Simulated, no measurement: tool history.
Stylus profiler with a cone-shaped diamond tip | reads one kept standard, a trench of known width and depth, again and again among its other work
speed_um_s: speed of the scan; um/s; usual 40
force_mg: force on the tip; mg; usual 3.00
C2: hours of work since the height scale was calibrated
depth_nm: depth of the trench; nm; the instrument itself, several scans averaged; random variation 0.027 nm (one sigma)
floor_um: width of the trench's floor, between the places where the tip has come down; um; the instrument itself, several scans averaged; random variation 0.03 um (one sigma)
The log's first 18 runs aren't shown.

run 19 day=10.100 | speed_um_s=40 force_mg=3.00 | scans_with_this_tip=2927 C2=315 | depth_nm=101.26 floor_um=28.31
run 20 day=10.612 | speed_um_s=40 force_mg=3.76 | scans_with_this_tip=2993 C2=322 | depth_nm=101.45 floor_um=28.33
run 21 day=11.217 | speed_um_s=40 force_mg=3.60 | scans_with_this_tip=3070 C2=330 | depth_nm=101.40 floor_um=28.34
run 22 day=11.688 | speed_um_s=40 force_mg=3.60 | scans_with_this_tip=3130 C2=337 | depth_nm=101.44 floor_um=28.31
run 23 day=12.058 | speed_um_s=148 force_mg=3.06 | scans_with_this_tip=3178 C2=342 | depth_nm=101.31 floor_um=27.99
run 24 day=12.617 | speed_um_s=148 force_mg=3.06 | scans_with_this_tip=3249 C2=349 | depth_nm=101.30 floor_um=28.02
run 25 day=12.967 | speed_um_s=46 force_mg=1.15 | scans_with_this_tip=3294 C2=354 | depth_nm=100.72 floor_um=28.21
run 26 day=13.738 | speed_um_s=46 force_mg=1.15 | scans_with_this_tip=3392 C2=365 | depth_nm=100.73 floor_um=28.23
run 27 day=14.108 | speed_um_s=11 force_mg=6.69 | scans_with_this_tip=3439 C2=370 | depth_nm=102.11 floor_um=28.43
run 28 day=14.754 | speed_um_s=14 force_mg=7.16 | scans_with_this_tip=3522 C2=379 | depth_nm=102.22 floor_um=28.44
run 29 day=15.496 | speed_um_s=71 force_mg=1.71 | scans_with_this_tip=3617 C2=389 | depth_nm=100.92 floor_um=28.11
run 30 day=16.000 | speed_um_s=71 force_mg=1.71 | scans_with_this_tip=3681 C2=396 | depth_nm=100.93 floor_um=28.14
run 31 day=16.767 | speed_um_s=71 force_mg=1.71 | scans_with_this_tip=3779 C2=406 | depth_nm=100.94 floor_um=28.16
run 32 day=17.542 | speed_um_s=22 force_mg=1.36 | scans_with_this_tip=3878 C2=417 | depth_nm=100.85 floor_um=28.32
run 33 day=18.096 | speed_um_s=28 force_mg=1.17 | scans_with_this_tip=3948 C2=424 | depth_nm=100.79 floor_um=28.33
run 34 day=18.692 | speed_um_s=28 force_mg=1.17 | scans_with_this_tip=4025 C2=433 | depth_nm=100.79 floor_um=28.24
run 35 day=19.367 | speed_um_s=11 force_mg=7.16 | scans_with_this_tip=4111 C2=442 | depth_nm=102.22 floor_um=28.37
run 36 day=19.975 | speed_um_s=47 force_mg=1.77 | scans_with_this_tip=4189 C2=450 | depth_nm=100.97 floor_um=28.20
run 37 day=20.729 | speed_um_s=12 force_mg=1.83 | scans_with_this_tip=4285 C2=461 | depth_nm=101.00 floor_um=28.36
run 38 day=21.275 | speed_um_s=65 force_mg=6.24 | scans_with_this_tip=4355 C2=468 | depth_nm=102.05 floor_um=28.29
run 39 day=21.804 | speed_um_s=65 force_mg=6.24 | scans_with_this_tip=4422 C2=475 | depth_nm=102.10 floor_um=28.23
run 40 day=22.362 | speed_um_s=36 force_mg=2.34 | scans_with_this_tip=4494 C2=483 | depth_nm=101.15 floor_um=28.19
run 41 day=23.025 | speed_um_s=43 force_mg=6.30 | scans_with_this_tip=4578 C2=492 | depth_nm=102.06 floor_um=28.29
run 42 day=23.442 | speed_um_s=146 force_mg=3.44 | scans_with_this_tip=4631 C2=498 | depth_nm=101.45 floor_um=27.95
run 43 day=24.054 | speed_um_s=26 force_mg=2.63 | scans_with_this_tip=4709 C2=506 | depth_nm=101.29 floor_um=28.29

Forecast each of these 4 alternatives for the next run:
run A day=24.688 | speed_um_s=21 force_mg=2.30 | scans_with_this_tip=4790 C2=515 | depth_nm=? floor_um=?
run B day=24.688 | speed_um_s=16 force_mg=7.85 | scans_with_this_tip=4790 C2=515 | depth_nm=? floor_um=?
run C day=24.688 | speed_um_s=87 force_mg=1.46 | scans_with_this_tip=4790 C2=515 | depth_nm=? floor_um=?
run D day=24.688 | speed_um_s=30 force_mg=8.10 | scans_with_this_tip=4790 C2=515 | depth_nm=? floor_um=?

run=A depth_nm=101.20 floor_um=28.26
run=B depth_nm=102.40 floor_um=28.42
run=C depth_nm=100.89 floor_um=28.01
run=D depth_nm=102.43 floor_um=28.30
Without the tool's hidden state the same runs would have given:
run=A depth_nm=101.00 floor_um=28.50
run=B depth_nm=102.21 floor_um=28.65
run=C depth_nm=100.70 floor_um=28.24
run=D depth_nm=102.23 floor_um=28.53

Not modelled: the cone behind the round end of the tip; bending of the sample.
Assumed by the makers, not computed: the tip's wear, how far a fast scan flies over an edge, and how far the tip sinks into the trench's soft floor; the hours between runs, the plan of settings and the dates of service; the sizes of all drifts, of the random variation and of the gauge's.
